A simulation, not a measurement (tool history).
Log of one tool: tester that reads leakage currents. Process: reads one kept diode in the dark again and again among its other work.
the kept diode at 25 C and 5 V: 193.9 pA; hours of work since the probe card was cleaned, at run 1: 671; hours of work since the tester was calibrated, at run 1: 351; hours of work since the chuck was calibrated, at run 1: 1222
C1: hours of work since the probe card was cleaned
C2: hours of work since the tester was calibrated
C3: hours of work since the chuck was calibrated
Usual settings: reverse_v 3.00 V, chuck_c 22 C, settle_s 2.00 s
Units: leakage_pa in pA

{"run": 1, "hour": 0.0, "reverse_v": 3.0, "chuck_c": 22, "settle_s": 2.0, "C1": 671, "C2": 351, "C3": 1222, "leakage_pa": 143.39}
{"run": 2, "hour": 13.7, "reverse_v": 3.0, "chuck_c": 22, "settle_s": 2.0, "C1": 678, "C2": 357, "C3": 1229, "leakage_pa": 143.83}
{"run": 3, "hour": 36.9, "reverse_v": 3.0, "chuck_c": 23, "settle_s": 2.0, "C1": 689, "C2": 369, "C3": 1240, "leakage_pa": 154.99}
{"run": 4, "hour": 51.9, "reverse_v": 3.0, "chuck_c": 22, "settle_s": 2.0, "C1": 697, "C2": 376, "C3": 1248, "leakage_pa": 143.63}
{"run": 5, "hour": 77.1, "reverse_v": 3.0, "chuck_c": 22, "settle_s": 2.0, "C1": 709, "C2": 388, "C3": 1260, "leakage_pa": 144.19}
{"run": 6, "hour": 91.5, "reverse_v": 3.0, "chuck_c": 22, "settle_s": 2.0, "C1": 716, "C2": 395, "C3": 1267, "leakage_pa": 144.14}
{"run": 7, "hour": 105.0, "reverse_v": 3.0, "chuck_c": 22, "settle_s": 2.0, "C1": 723, "C2": 402, "C3": 1274, "leakage_pa": 143.99}
{"run": 8, "hour": 117.6, "reverse_v": 3.0, "chuck_c": 37, "settle_s": 2.0, "C1": 729, "C2": 408, "C3": 1280, "leakage_pa": 400.77}
{"run": 9, "hour": 135.3, "reverse_v": 3.0, "chuck_c": 37, "settle_s": 2.0, "C1": 738, "C2": 417, "C3": 1288, "leakage_pa": 400.7}
{"run": 10, "hour": 152.0, "reverse_v": 2.64, "chuck_c": 22, "settle_s": 2.0, "C1": 746, "C2": 425, "C3": 1297, "leakage_pa": 138.05}
{"run": 11, "hour": 178.5, "reverse_v": 2.64, "chuck_c": 22, "settle_s": 2.0, "C1": 759, "C2": 438, "C3": 1310, "leakage_pa": 138.34}
{"run": 12, "hour": 201.9, "reverse_v": 3.83, "chuck_c": 22, "settle_s": 2.0, "C1": 770, "C2": 449, "C3": 1321, "leakage_pa": 159.15}
{"run": 13, "hour": 222.1, "reverse_v": 3.9, "chuck_c": 36, "settle_s": 3.78, "C1": 780, "C2": 459, "C3": 1331, "leakage_pa": 412.8}
{"run": 14, "hour": 240.6, "reverse_v": 3.46, "chuck_c": 22, "settle_s": 1.22, "C1": 789, "C2": 468, "C3": 1340, "leakage_pa": 152.56}
{"run": 15, "hour": 255.7, "reverse_v": 4.22, "chuck_c": 36, "settle_s": 1.54, "C1": 797, "C2": 476, "C3": 1347, "leakage_pa": 424.9}
{"run": 16, "hour": 279.5, "reverse_v": 4.22, "chuck_c": 36, "settle_s": 1.54, "C1": 808, "C2": 487, "C3": 1359, "leakage_pa": 424.81}
{"run": 17, "hour": 304.9, "reverse_v": 4.22, "chuck_c": 36, "settle_s": 1.54, "C1": 821, "C2": 500, "C3": 1371, "leakage_pa": 425.0}
{"run": 18, "hour": 322.9, "reverse_v": 3.12, "chuck_c": 28, "settle_s": 1.54, "C1": 829, "C2": 509, "C3": 1380, "leakage_pa": 223.15}
{"run": 19, "hour": 338.8, "reverse_v": 1.92, "chuck_c": 23, "settle_s": 2.87, "C1": 837, "C2": 516, "C3": 1388, "leakage_pa": 133.07}
{"run": 20, "hour": 363.0, "reverse_v": 3.0, "chuck_c": 30, "settle_s": 1.01, "C1": 849, "C2": 528, "C3": 1400, "leakage_pa": 253.19}
{"run": 21, "hour": 382.0, "reverse_v": 1.7, "chuck_c": 31, "settle_s": 5.71, "C1": 858, "C2": 538, "C3": 1409, "leakage_pa": 221.91}
{"run": 22, "hour": 411.4, "reverse_v": 1.38, "chuck_c": 57, "settle_s": 2.83, "C1": 873, "C2": 552, "C3": 1424, "leakage_pa": 1076.2}
{"run": 23, "hour": 437.2, "reverse_v": 1.38, "chuck_c": 57, "settle_s": 2.83, "C1": 885, "C2": 565, "C3": 1436, "leakage_pa": 1071.69}
{"run": 24, "hour": 462.2, "reverse_v": 1.38, "chuck_c": 57, "settle_s": 2.83, "C1": 898, "C2": 577, "C3": 1448, "leakage_pa": 1070.22}

5 ways to go on from here, each from the tool as it stands after run 24. What would each give?
{"run": "A", "hour": 489.4, "reverse_v": 6.61, "chuck_c": 57, "settle_s": 2.06, "C1": 911, "C2": 590, "C3": 1462, "leakage_pa": "?"}
{"run": "B", "hour": 489.4, "reverse_v": 1.38, "chuck_c": 40, "settle_s": 2.83, "C1": 911, "C2": 590, "C3": 1462, "leakage_pa": "?"}
{"run": "C", "hour": 489.4, "reverse_v": 1.09, "chuck_c": 57, "settle_s": 2.83, "C1": 911, "C2": 590, "C3": 1462, "leakage_pa": "?"}
{"run": "D", "hour": 489.4, "reverse_v": 3.0, "chuck_c": 24, "settle_s": 6.71, "C1": 911, "C2": 590, "C3": 1462, "leakage_pa": "?"}
{"run": "E", "hour": 489.4, "reverse_v": 1.38, "chuck_c": 57, "settle_s": 1.09, "C1": 911, "C2": 590, "C3": 1462, "leakage_pa": "?"}

run=A leakage_pa=1817.74
run=B leakage_pa=376.86
run=C leakage_pa=992.68
run=D leakage_pa=168.16
run=E leakage_pa=1073.70
Without the tool's hidden state the same runs would have given:
run=A leakage_pa=1718.38
run=B leakage_pa=354.30
run=C leakage_pa=944.27
run=D leakage_pa=151.65
run=E leakage_pa=1020.88
